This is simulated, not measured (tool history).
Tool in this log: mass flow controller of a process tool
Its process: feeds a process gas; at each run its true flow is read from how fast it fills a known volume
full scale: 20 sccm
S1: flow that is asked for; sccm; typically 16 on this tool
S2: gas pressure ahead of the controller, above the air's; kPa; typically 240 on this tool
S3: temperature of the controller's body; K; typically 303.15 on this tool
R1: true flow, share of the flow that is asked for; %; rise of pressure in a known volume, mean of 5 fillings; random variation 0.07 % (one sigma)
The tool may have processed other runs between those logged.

Run 1, hour 0.0: usual settings. Result: R1 98.08 %.
Run 2, hour 96.7: usual settings. Result: R1 98.06 %.
Run 3, hour 264.8: usual settings. Result: R1 98.02 %.
Run 4, hour 372.3: usual settings. Result: R1 98.07 %.
Run 5, hour 515.6: usual settings but S1 3 sccm. Result: R1 95.86 %.
Run 6, hour 642.6: usual settings but S1 3 sccm. Result: R1 95.67 %.
Run 7, hour 786.3: usual settings but S1 3 sccm. Result: R1 95.46 %.
Run 8, hour 923.0: usual settings but S1 3 sccm. Result: R1 95.38 %.
Run 9, hour 1071.5: usual settings but S1 3 sccm. Result: R1 95.41 %.
Run 10, hour 1256.6: usual settings but S1 3 sccm. Result: R1 95.25 %.
Run 11, hour 1343.9: usual settings but S1 17 sccm. Result: R1 97.84 %.
Run 12, hour 1457.0: usual settings but S1 17 sccm. Result: R1 97.84 %.
Run 13, hour 1595.5: usual settings. Result: R1 97.92 %.
Run 14, hour 1760.9: usual settings but S1 17 sccm. Result: R1 97.81 %.
Run 15, hour 1865.9: usual settings but S1 17 sccm. Result: R1 97.67 %.
Run 16, hour 2010.1: usual settings but S1 17 sccm. Result: R1 97.80 %.
Run 17, hour 2137.0: usual settings but S1 7 sccm, S2 209 kPa, S3 301.15 K. Result: R1 96.92 %.
Run 18, hour 2271.8: usual settings but S1 4 sccm, S2 150 kPa, S3 293.15 K. Result: R1 96.72 %.
Run 19, hour 2361.4: usual settings but S2 187 kPa, S3 310.15 K. Result: R1 97.16 %.
Run 20, hour 2479.1: usual settings but S2 214 kPa, S3 308.15 K. Result: R1 97.17 %.
Run 21, hour 2630.2: usual settings but S2 214 kPa, S3 308.15 K. Result: R1 97.15 %.
Run 22, hour 2826.5: usual settings but S1 12 sccm, S2 214 kPa, S3 308.15 K. Result: R1 96.69 %.
Run 23, hour 2997.1: usual settings but S1 2 sccm, S2 177 kPa, S3 308.15 K. Result: R1 92.36 %.
Run 24, hour 3176.9: usual settings but S1 2 sccm, S2 177 kPa, S3 308.15 K. Result: R1 92.31 %.
Run 25, hour 3293.7: usual settings but S1 2 sccm, S2 177 kPa, S3 308.15 K. Result: R1 92.23 %.
Run 26, hour 3438.5: usual settings but S1 2 sccm, S2 177 kPa, S3 308.15 K. Result: R1 92.13 %.
Run 27, hour 3528.0: usual settings but S1 2 sccm, S2 177 kPa, S3 308.15 K. Result: R1 92.08 %.
Run 28, hour 3718.4: usual settings but S1 14 sccm, S2 250 kPa, S3 313.15 K. Result: R1 96.07 %.
Run 29, hour 3922.7: usual settings but S1 11 sccm, S2 150 kPa, S3 294.15 K. Result: R1 97.85 %.
Run 30, hour 4093.8: usual settings but S1 11 sccm, S2 170 kPa, S3 296.15 K. Result: R1 97.58 %.
Run 31, hour 4221.4: usual settings but S1 11 sccm, S2 170 kPa, S3 296.15 K. Result: R1 97.59 %.
Run 32, hour 4426.3: usual settings but S1 6 sccm, S3 310.15 K. Result: R1 94.70 %.

Here are 5 independent what-if runs from the current tool condition. What would each one return?
Run A, hour 4561.1: usual settings but S1 10 sccm, S3 297.15 K. Result: R1 ?.
Run B, hour 4561.1: usual settings but S1 6 sccm, S2 188 kPa, S3 306.15 K. Result: R1 ?.
Run C, hour 4561.1: usual settings but S1 6 sccm, S3 294.15 K. Result: R1 ?.
Run D, hour 4561.1: usual settings but S1 14 sccm. Result: R1 ?.
Run E, hour 4561.1: usual settings but S1 10 sccm, S2 205 kPa, S3 301.15 K. Result: R1 ?.

run     R1
  A  96.94
  B  95.19
  C  96.28
  D  96.76
  E  96.61
Without the tool's unlogged condition, the same runs would have read:
run     R1
  A  99.36
  B  98.33
  C  99.43
  D  98.86
  E  99.03

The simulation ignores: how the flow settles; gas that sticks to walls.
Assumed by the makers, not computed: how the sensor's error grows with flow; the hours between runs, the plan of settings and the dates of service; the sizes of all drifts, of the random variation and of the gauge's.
